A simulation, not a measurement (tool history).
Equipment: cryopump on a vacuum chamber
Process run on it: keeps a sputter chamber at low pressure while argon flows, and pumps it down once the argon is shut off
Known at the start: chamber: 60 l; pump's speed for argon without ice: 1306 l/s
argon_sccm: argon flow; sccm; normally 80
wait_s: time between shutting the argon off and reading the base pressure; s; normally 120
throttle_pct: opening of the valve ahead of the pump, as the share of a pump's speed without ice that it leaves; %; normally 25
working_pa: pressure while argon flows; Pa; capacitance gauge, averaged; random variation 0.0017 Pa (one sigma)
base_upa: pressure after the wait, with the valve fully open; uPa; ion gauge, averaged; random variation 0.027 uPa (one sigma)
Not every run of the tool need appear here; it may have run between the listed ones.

Run 1, day 0.000: usual settings. Result: working_pa 0.4320 Pa, base_upa 1.71 uPa.
Run 2, day 2.350: usual settings but argon_sccm 108 sccm. Result: working_pa 0.5819 Pa, base_upa 1.76 uPa.
Run 3, day 6.725: usual settings. Result: working_pa 0.4338 Pa, base_upa 1.92 uPa.
Run 4, day 11.650: usual settings. Result: working_pa 0.4351 Pa, base_upa 2.06 uPa.
Run 5, day 13.996: usual settings but throttle_pct 23 %. Result: working_pa 0.4754 Pa, base_upa 2.12 uPa.
Run 6, day 16.929: usual settings but throttle_pct 23 %. Result: working_pa 0.4813 Pa, base_upa 2.36 uPa.
Run 7, day 21.450: usual settings. Result: working_pa 0.4428 Pa, base_upa 2.32 uPa.
Run 8, day 25.604: usual settings but wait_s 263 s. Result: working_pa 0.4485 Pa, base_upa 2.06 uPa.
Run 9, day 28.271: usual settings but wait_s 263 s. Result: working_pa 0.4474 Pa, base_upa 2.17 uPa.
Run 10, day 32.188: usual settings but wait_s 263 s. Result: working_pa 0.4495 Pa, base_upa 2.28 uPa.
Run 11, day 35.567: usual settings but wait_s 263 s. Result: working_pa 0.4511 Pa, base_upa 2.47 uPa.
Run 12, day 40.096: usual settings. Result: working_pa 0.4570 Pa, base_upa 3.17 uPa.
Run 13, day 43.604: usual settings. Result: working_pa 0.4623 Pa, base_upa 3.31 uPa.
Run 14, day 46.746: usual settings but throttle_pct 20 %. Result: working_pa 0.5675 Pa, base_upa 3.47 uPa.
Run 15, day 49.046: usual settings but throttle_pct 17 %. Result: working_pa 0.6633 Pa, base_upa 3.52 uPa.
Run 16, day 53.971: usual settings but argon_sccm 57 sccm, wait_s 68 s. Result: working_pa 0.3327 Pa, base_upa 4.50 uPa.
At day 54.492: pump warmed up, emptied and cooled again.
Run 17, day 57.025: usual settings but argon_sccm 57 sccm, wait_s 68 s. Result: working_pa 0.2982 Pa, base_upa 3.69 uPa.
Run 18, day 60.808: usual settings but argon_sccm 156 sccm, wait_s 132 s. Result: working_pa 0.8197 Pa, base_upa 3.00 uPa.
Run 19, day 64.258: usual settings but argon_sccm 46 sccm, wait_s 61 s, throttle_pct 27 %. Result: working_pa 0.2260 Pa, base_upa 4.15 uPa.
Run 20, day 69.179: usual settings but argon_sccm 46 sccm, wait_s 61 s, throttle_pct 27 %. Result: working_pa 0.2246 Pa, base_upa 4.28 uPa.
Run 21, day 71.562: usual settings but argon_sccm 46 sccm, wait_s 66 s, throttle_pct 27 %. Result: working_pa 0.2277 Pa, base_upa 4.31 uPa.
Run 22, day 73.829: usual settings but argon_sccm 46 sccm, wait_s 66 s, throttle_pct 27 %. Result: working_pa 0.2303 Pa, base_upa 4.44 uPa.
Run 23, day 77.204: usual settings but argon_sccm 50 sccm, wait_s 264 s, throttle_pct 27 %. Result: working_pa 0.2479 Pa, base_upa 3.26 uPa.
Run 24, day 80.446: usual settings but wait_s 40 s. Result: working_pa 0.4331 Pa, base_upa 5.64 uPa.
At day 84.779: leaking fittings of the chamber tightened, without venting.
Run 25, day 85.312: usual settings but wait_s 178 s. Result: working_pa 0.4326 Pa, base_upa 0.96 uPa.
Run 26, day 87.738: usual settings but wait_s 178 s. Result: working_pa 0.4354 Pa, base_upa 0.99 uPa.

Alternative continuations, all from the tool just after run 26; predict every row:
Run A, day 90.142: usual settings but argon_sccm 60 sccm, wait_s 178 s, throttle_pct 18 %. Result: working_pa ?, base_upa ?.
Run B, day 90.142: usual settings but argon_sccm 42 sccm. Result: working_pa ?, base_upa ?.
Run C, day 90.142: usual settings but argon_sccm 85 sccm, wait_s 21 s, throttle_pct 19 %. Result: working_pa ?, base_upa ?.
Run D, day 90.142: usual settings but argon_sccm 42 sccm, wait_s 76 s, throttle_pct 33 %. Result: working_pa ?, base_upa ?.

run  working_pa  base_upa
  A      0.4512      1.12
  B      0.2300      1.36
  C      0.6050      5.74
  D      0.1766      1.84
With no hidden state in the tool, these same runs would have given:
run  working_pa  base_upa
  A      0.4341      0.91
  B      0.2181      1.16
  C      0.5808      5.55
  D      0.1647      1.65
